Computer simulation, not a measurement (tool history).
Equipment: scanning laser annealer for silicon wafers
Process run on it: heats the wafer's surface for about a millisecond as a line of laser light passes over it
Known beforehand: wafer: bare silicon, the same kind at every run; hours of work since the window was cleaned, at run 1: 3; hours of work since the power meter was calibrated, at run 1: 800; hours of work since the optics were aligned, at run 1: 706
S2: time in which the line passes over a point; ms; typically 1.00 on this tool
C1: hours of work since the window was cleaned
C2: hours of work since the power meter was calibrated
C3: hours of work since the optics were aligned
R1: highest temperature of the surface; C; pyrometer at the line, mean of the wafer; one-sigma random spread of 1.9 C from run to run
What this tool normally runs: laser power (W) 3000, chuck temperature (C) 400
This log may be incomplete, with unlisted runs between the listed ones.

Run 1, day 0.000: usual settings; C1 3; C2 800; C3 706. Result: R1 1212 C.
Run 2, day 0.833: usual settings; C1 16; C2 813; C3 718. Result: R1 1210 C.
Run 3, day 2.329: usual settings; C1 38; C2 835; C3 741. Result: R1 1211 C.
Run 4, day 3.529: usual settings; C1 56; C2 853; C3 759. Result: R1 1207 C.
Run 5, day 4.750: usual settings but laser power (W) 3088; C1 75; C2 872; C3 777. Result: R1 1228 C.
Run 6, day 5.617: usual settings but laser power (W) 3088; C1 88; C2 885; C3 790. Result: R1 1234 C.
Run 7, day 7.229: usual settings but laser power (W) 3088; C1 112; C2 909; C3 814. Result: R1 1229 C.
Run 8, day 8.025: usual settings but laser power (W) 3088; C1 124; C2 921; C3 826. Result: R1 1228 C.
Run 9, day 8.917: usual settings; C1 137; C2 934; C3 839. Result: R1 1200 C.
Run 10, day 10.517: usual settings; C1 161; C2 958; C3 863. Result: R1 1199 C.
Run 11, day 11.879: usual settings; C1 182; C2 979; C3 884. Result: R1 1199 C.
Run 12, day 12.962: usual settings; C1 198; C2 995; C3 900. Result: R1 1196 C.
Run 13, day 14.217: usual settings; C1 217; C2 1014; C3 919. Result: R1 1200 C.
Run 14, day 15.250: usual settings; C1 232; C2 1029; C3 935. Result: R1 1196 C.
Run 15, day 15.979: usual settings; C1 243; C2 1040; C3 945. Result: R1 1193 C.
Run 16, day 17.042: usual settings; C1 259; C2 1056; C3 961. Result: R1 1193 C.
Run 17, day 17.712: usual settings; C1 269; C2 1066; C3 972. Result: R1 1195 C.
Run 18, day 18.867: usual settings; C1 286; C2 1084; C3 989. Result: R1 1192 C.
Run 19, day 20.362: usual settings but chuck temperature (C) 384; C1 309; C2 1106; C3 1011. Result: R1 1174 C.
Run 20, day 21.846: usual settings but chuck temperature (C) 384; C1 331; C2 1128; C3 1033. Result: R1 1176 C.
Run 21, day 23.329: usual settings but laser power (W) 3224, chuck temperature (C) 361; C1 353; C2 1151; C3 1056. Result: R1 1213 C.
At day 24.250: optics aligned, line set to its width.
Run 22, day 24.642: usual settings but laser power (W) 3268, S2 0.74 ms, chuck temperature (C) 361; C1 370; C2 1167; C3 6. Result: R1 1108 C.
Run 23, day 25.683: usual settings but laser power (W) 3261; C1 386; C2 1183; C3 22. Result: R1 1271 C.
Run 24, day 26.504: usual settings but laser power (W) 2594, S2 0.93 ms, chuck temperature (C) 395; C1 398; C2 1195; C3 34. Result: R1 1050 C.
Run 25, day 27.329: usual settings but laser power (W) 2594, S2 0.93 ms, chuck temperature (C) 395; C1 410; C2 1207; C3 46. Result: R1 1045 C.
Run 26, day 28.404: usual settings but laser power (W) 2822, S2 0.99 ms, chuck temperature (C) 411; C1 426; C2 1224; C3 62. Result: R1 1149 C.
Run 27, day 29.554: usual settings but laser power (W) 3258, S2 1.11 ms; C1 444; C2 1241; C3 80. Result: R1 1315 C.
Run 28, day 30.621: usual settings but laser power (W) 3277, S2 0.97 ms, chuck temperature (C) 429; C1 460; C2 1257; C3 96. Result: R1 1289 C.
Run 29, day 31.383: usual settings but laser power (W) 2950, S2 0.84 ms, chuck temperature (C) 368; C1 471; C2 1268; C3 107. Result: R1 1075 C.
Run 30, day 32.312: usual settings but laser power (W) 2950, S2 0.84 ms, chuck temperature (C) 368; C1 485; C2 1282; C3 121. Result: R1 1074 C.
Run 31, day 33.392: usual settings but laser power (W) 2950, S2 0.84 ms, chuck temperature (C) 368; C1 501; C2 1298; C3 137. Result: R1 1076 C.
Run 32, day 34.567: usual settings but laser power (W) 2950, S2 0.84 ms, chuck temperature (C) 368; C1 519; C2 1316; C3 155. Result: R1 1071 C.
Run 33, day 36.038: usual settings but laser power (W) 2863, S2 1.24 ms, chuck temperature (C) 404; C1 541; C2 1338; C3 177. Result: R1 1239 C.
Run 34, day 37.483: usual settings but laser power (W) 3202, S2 1.05 ms, chuck temperature (C) 404; C1 563; C2 1360; C3 199. Result: R1 1269 C.
Run 35, day 38.658: usual settings but laser power (W) 2821, S2 1.01 ms, chuck temperature (C) 409; C1 580; C2 1377; C3 216. Result: R1 1142 C.
Run 36, day 39.846: usual settings but laser power (W) 2821, S2 1.01 ms, chuck temperature (C) 409; C1 598; C2 1395; C3 234. Result: R1 1142 C.
Run 37, day 41.225: usual settings but laser power (W) 2821, S2 1.01 ms, chuck temperature (C) 409; C1 619; C2 1416; C3 255. Result: R1 1145 C.
Run 38, day 42.225: usual settings but laser power (W) 2572, chuck temperature (C) 409; C1 634; C2 1431; C3 270. Result: R1 1068 C.
Run 39, day 43.067: usual settings but laser power (W) 2572, chuck temperature (C) 409; C1 646; C2 1444; C3 282. Result: R1 1067 C.
Run 40, day 43.871: usual settings but laser power (W) 2572, chuck temperature (C) 409; C1 659; C2 1456; C3 295. Result: R1 1065 C.

Each row is a separate what-if for the run after 40, all from the same tool condition, not one after another. Results?
Run A, day 45.046: usual settings but S2 0.82 ms; C1 676; C2 1473; C3 312. Result: R1 ?.
Run B, day 45.046: usual settings but chuck temperature (C) 410; C1 676; C2 1473; C3 312. Result: R1 ?.
Run C, day 45.046: usual settings but S2 1.17 ms, chuck temperature (C) 395; C1 676; C2 1473; C3 312. Result: R1 ?.
Run D, day 45.046: usual settings but laser power (W) 2719, chuck temperature (C) 438; C1 676; C2 1473; C3 312. Result: R1 ?.
Run E, day 45.046: usual settings but laser power (W) 3056, chuck temperature (C) 375; C1 676; C2 1473; C3 312. Result: R1 ?.

run    R1
  A  1100
  B  1188
  C  1237
  D  1133
  E  1167
The same runs, with their run-to-run variation unchanged, on a tool lacking any hidden condition would have given:
run    R1
  A  1134
  B  1226
  C  1279
  D  1167
  E  1206
